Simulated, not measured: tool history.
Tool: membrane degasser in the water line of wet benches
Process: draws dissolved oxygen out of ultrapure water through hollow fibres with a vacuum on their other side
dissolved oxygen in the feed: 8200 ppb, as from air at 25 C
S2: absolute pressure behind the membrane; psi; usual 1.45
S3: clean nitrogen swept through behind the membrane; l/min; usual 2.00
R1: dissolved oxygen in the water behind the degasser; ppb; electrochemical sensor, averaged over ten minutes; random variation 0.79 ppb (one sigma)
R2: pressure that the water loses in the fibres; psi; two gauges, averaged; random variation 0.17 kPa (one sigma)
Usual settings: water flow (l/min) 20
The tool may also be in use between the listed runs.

{"run": 1, "hour": 0.0, "water flow (l/min)": 20, "S2": 1.45, "S3": 2.0, "R1": 168.0, "R2": 3.928}
{"run": 2, "hour": 55.0, "water flow (l/min)": 20, "S2": 1.45, "S3": 2.0, "R1": 167.9, "R2": 3.952}
{"run": 3, "hour": 148.7, "water flow (l/min)": 16, "S2": 1.45, "S3": 2.0, "R1": 135.1, "R2": 3.166}
{"run": 4, "hour": 223.9, "water flow (l/min)": 20, "S2": 2.78, "S3": 2.0, "R1": 376.9, "R2": 3.984}
{"run": 5, "hour": 303.2, "water flow (l/min)": 20, "S2": 2.78, "S3": 2.0, "R1": 376.6, "R2": 3.99}
{"run": 6, "hour": 354.5, "water flow (l/min)": 20, "S2": 2.78, "S3": 2.0, "R1": 375.3, "R2": 3.951}
{"run": 7, "hour": 423.9, "water flow (l/min)": 20, "S2": 2.78, "S3": 2.0, "R1": 376.1, "R2": 3.955}
{"run": 8, "hour": 522.1, "water flow (l/min)": 20, "S2": 2.89, "S3": 2.0, "R1": 394.0, "R2": 3.978}
{"run": 9, "hour": 581.3, "water flow (l/min)": 20, "S2": 2.89, "S3": 2.0, "R1": 390.4, "R2": 3.96}
{"run": 10, "hour": 653.3, "water flow (l/min)": 20, "S2": 2.89, "S3": 2.0, "R1": 392.1, "R2": 3.978}
{"run": 11, "hour": 726.5, "water flow (l/min)": 12, "S2": 1.45, "S3": 2.0, "R1": 103.2, "R2": 2.355}
{"run": 12, "hour": 828.9, "water flow (l/min)": 20, "S2": 0.9, "S3": 2.0, "R1": 79.9, "R2": 3.986}
{"run": 13, "hour": 932.4, "water flow (l/min)": 20, "S2": 1.64, "S3": 2.0, "R1": 197.9, "R2": 3.978}
{"run": 14, "hour": 979.6, "water flow (l/min)": 20, "S2": 1.64, "S3": 2.0, "R1": 197.3, "R2": 3.967}
{"run": 15, "hour": 1026.1, "water flow (l/min)": 29, "S2": 1.64, "S3": 2.0, "R1": 283.0, "R2": 5.761}
{"run": 16, "hour": 1120.4, "water flow (l/min)": 29, "S2": 1.64, "S3": 3.71, "R1": 168.6, "R2": 5.764}
{"run": 17, "hour": 1207.7, "water flow (l/min)": 15, "S2": 2.73, "S3": 4.62, "R1": 131.0, "R2": 2.988}
{"run": 18, "hour": 1299.0, "water flow (l/min)": 15, "S2": 2.73, "S3": 4.62, "R1": 130.9, "R2": 2.996}
{"run": 19, "hour": 1382.2, "water flow (l/min)": 15, "S2": 2.73, "S3": 4.62, "R1": 130.7, "R2": 2.981}
{"hour": 1392.2, "done": "vacuum gauge calibrated"}
{"run": 20, "hour": 1457.6, "water flow (l/min)": 17, "S2": 2.94, "S3": 1.0, "R1": 630.7, "R2": 3.388}
{"run": 21, "hour": 1526.2, "water flow (l/min)": 13, "S2": 1.45, "S3": 2.84, "R1": 80.1, "R2": 2.59}
{"run": 22, "hour": 1589.0, "water flow (l/min)": 13, "S2": 0.91, "S3": 2.11, "R1": 50.7, "R2": 2.615}
{"hour": 1650.1, "done": "vacuum gauge calibrated, once more"}
{"run": 23, "hour": 1660.6, "water flow (l/min)": 14, "S2": 1.35, "S3": 3.29, "R1": 67.8, "R2": 2.76}
{"run": 24, "hour": 1715.8, "water flow (l/min)": 14, "S2": 1.35, "S3": 3.29, "R1": 67.5, "R2": 2.786}
{"run": 25, "hour": 1796.4, "water flow (l/min)": 29, "S2": 0.9, "S3": 2.83, "R1": 89.0, "R2": 5.741}
{"run": 26, "hour": 1899.4, "water flow (l/min)": 30, "S2": 2.28, "S3": 1.73, "R1": 490.9, "R2": 5.983}
{"run": 27, "hour": 1999.0, "water flow (l/min)": 30, "S2": 2.28, "S3": 2.4, "R1": 369.2, "R2": 5.992}
{"run": 28, "hour": 2101.0, "water flow (l/min)": 13, "S2": 1.74, "S3": 4.32, "R1": 69.4, "R2": 2.598}
{"run": 29, "hour": 2177.7, "water flow (l/min)": 16, "S2": 1.6, "S3": 4.34, "R1": 75.8, "R2": 3.2}
{"run": 30, "hour": 2227.2, "water flow (l/min)": 13, "S2": 1.45, "S3": 1.16, "R1": 181.9, "R2": 2.622}
{"run": 31, "hour": 2290.0, "water flow (l/min)": 22, "S2": 1.52, "S3": 2.29, "R1": 174.4, "R2": 4.376}
{"run": 32, "hour": 2353.4, "water flow (l/min)": 22, "S2": 1.12, "S3": 2.1, "R1": 121.7, "R2": 4.384}

Some steps in R1 between neighbouring runs. How much of each would the tool show without its hidden state too (settings, what came in, random variation), and how much is left for the hidden state, with any gauge scatter that isn't in both results?
The hidden state here: membrane still open, %; true pressure behind the membrane over the reading, kPa; air that leaks in behind the membrane, l/min; drift of the gauge itself on oxygen_ppb, %; drift of the gauge itself on loss_of_pressure_kpa, %.
Run 10 -> 11: water flow (l/min) 20 -> 12, S2 2.89 -> 1.45. R1 -288.9 ppb: hidden state -4.0, all else -284.9.
Run 19 -> 20: water flow (l/min) 15 -> 17, S2 2.73 -> 2.94, S3 4.62 -> 1.00, vacuum gauge calibrated. R1 +500.0 ppb: hidden state +8.4, all else +491.6.
Run 20 -> 21: water flow (l/min) 17 -> 13, S2 2.94 -> 1.45, S3 1.00 -> 2.84. R1 -550.6 ppb: hidden state -9.4, all else -541.2.
Run 25 -> 26: water flow (l/min) 29 -> 30, S2 0.90 -> 2.28, S3 2.83 -> 1.73. R1 +401.9 ppb: hidden state +3.4, all else +398.5.
